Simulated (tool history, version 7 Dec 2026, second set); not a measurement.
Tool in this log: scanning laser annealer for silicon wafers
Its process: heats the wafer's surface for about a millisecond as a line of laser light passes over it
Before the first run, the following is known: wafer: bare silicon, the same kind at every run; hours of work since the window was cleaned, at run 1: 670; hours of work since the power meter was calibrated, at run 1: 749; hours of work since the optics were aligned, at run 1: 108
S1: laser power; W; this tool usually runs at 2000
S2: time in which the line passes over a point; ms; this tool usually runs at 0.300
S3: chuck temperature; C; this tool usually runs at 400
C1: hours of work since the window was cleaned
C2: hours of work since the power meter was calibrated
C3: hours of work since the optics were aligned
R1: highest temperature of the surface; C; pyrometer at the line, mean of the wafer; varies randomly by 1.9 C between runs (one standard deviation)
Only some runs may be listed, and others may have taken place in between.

Run 1, hour 0.0: usual settings; C1 670; C2 749; C3 108. Result: R1 1111 C.
Run 2, hour 54.9: usual settings; C1 704; C2 783; C3 142. Result: R1 1111 C.
Run 3, hour 111.2: usual settings; C1 738; C2 818; C3 177. Result: R1 1107 C.
Run 4, hour 159.1: usual settings but S3 374 C; C1 768; C2 847; C3 207. Result: R1 1084 C.
Run 5, hour 190.5: usual settings but S3 374 C; C1 788; C2 867; C3 226. Result: R1 1076 C.
Run 6, hour 231.3: usual settings but S3 374 C; C1 813; C2 892; C3 251. Result: R1 1074 C.
Run 7, hour 267.4: usual settings but S1 1962 W; C1 835; C2 914; C3 274. Result: R1 1089 C.
Run 8, hour 322.3: usual settings; C1 869; C2 948; C3 308. Result: R1 1102 C.
At hour 365.6: window over the wafer cleaned.
Run 9, hour 366.2: usual settings; C1 0; C2 974; C3 334. Result: R1 1133 C.
Run 10, hour 399.8: usual settings; C1 21; C2 995; C3 354. Result: R1 1132 C.
Run 11, hour 458.2: usual settings; C1 57; C2 1031; C3 391. Result: R1 1135 C.
Run 12, hour 517.6: usual settings; C1 94; C2 1068; C3 427. Result: R1 1126 C.
Run 13, hour 576.4: usual settings; C1 131; C2 1104; C3 464. Result: R1 1125 C.
Run 14, hour 611.5: usual settings; C1 152; C2 1126; C3 486. Result: R1 1124 C.
Run 15, hour 666.6: usual settings; C1 186; C2 1160; C3 520. Result: R1 1123 C.
Run 16, hour 718.2: usual settings; C1 218; C2 1192; C3 552. Result: R1 1120 C.
Run 17, hour 755.8: usual settings; C1 242; C2 1215; C3 575. Result: R1 1121 C.
Run 18, hour 791.3: usual settings but S3 438 C; C1 264; C2 1237; C3 597. Result: R1 1158 C.
Run 19, hour 833.3: usual settings but S1 2120 W, S2 0.247 ms, S3 414 C; C1 290; C2 1263; C3 623. Result: R1 1105 C.
Run 20, hour 879.6: usual settings but S1 2120 W, S2 0.247 ms, S3 414 C; C1 318; C2 1292; C3 652. Result: R1 1099 C.
Run 21, hour 909.2: usual settings but S1 2120 W, S2 0.247 ms, S3 414 C; C1 337; C2 1311; C3 670. Result: R1 1099 C.
Run 22, hour 933.3: usual settings but S1 1846 W, S2 0.286 ms, S3 412 C; C1 352; C2 1325; C3 685. Result: R1 1053 C.
Run 23, hour 969.9: usual settings but S2 0.211 ms, S3 434 C; C1 374; C2 1348; C3 708. Result: R1 1028 C.
Run 24, hour 1021.2: usual settings but S2 0.211 ms, S3 370 C; C1 406; C2 1380; C3 739. Result: R1 965 C.
Run 25, hour 1054.4: usual settings but S1 2067 W, S2 0.248 ms, S3 377 C; C1 427; C2 1400; C3 760. Result: R1 1045 C.
Run 26, hour 1105.5: usual settings but S2 0.222 ms, S3 364 C; C1 458; C2 1432; C3 792. Result: R1 975 C.
Run 27, hour 1132.0: usual settings but S2 0.325 ms, S3 389 C; C1 475; C2 1448; C3 808. Result: R1 1125 C.
Run 28, hour 1188.0: usual settings but S2 0.325 ms, S3 389 C; C1 509; C2 1483; C3 843. Result: R1 1127 C.
Run 29, hour 1246.4: usual settings but S1 1840 W, S2 0.212 ms, S3 389 C; C1 545; C2 1519; C3 879. Result: R1 932 C.
Run 30, hour 1280.3: usual settings but S1 1840 W, S2 0.274 ms, S3 433 C; C1 566; C2 1540; C3 900. Result: R1 1051 C.
Run 31, hour 1316.8: usual settings but S1 1952 W, S3 377 C; C1 589; C2 1563; C3 922. Result: R1 1061 C.
Run 32, hour 1359.5: usual settings but S1 1952 W, S3 377 C; C1 615; C2 1589; C3 949. Result: R1 1061 C.
Run 33, hour 1406.0: usual settings but S1 1877 W, S3 381 C; C1 644; C2 1618; C3 978. Result: R1 1039 C.
Run 34, hour 1436.0: usual settings but S1 1706 W, S2 0.329 ms, S3 389 C; C1 663; C2 1637; C3 996. Result: R1 1008 C.

Each row is a separate what-if for the run after 34, all from the same tool condition, not one after another. Results?
Run A, hour 1464.7: usual settings but S1 1790 W, S2 0.310 ms; C1 681; C2 1654; C3 1014. Result: R1 ?.
Run B, hour 1464.7: usual settings but S1 2042 W, S2 0.299 ms, S3 389 C; C1 681; C2 1654; C3 1014. Result: R1 ?.
Run C, hour 1464.7: usual settings but S1 1900 W; C1 681; C2 1654; C3 1014. Result: R1 ?.
Run D, hour 1464.7: usual settings but S1 1706 W, S2 0.247 ms, S3 409 C; C1 681; C2 1654; C3 1014. Result: R1 ?.

run    R1
  A  1038
  B  1102
  C  1060
  D   950
With the hidden condition removed and each run's random variation left untouched, the same runs would have given:
run    R1
  A  1076
  B  1144
  C  1100
  D   982
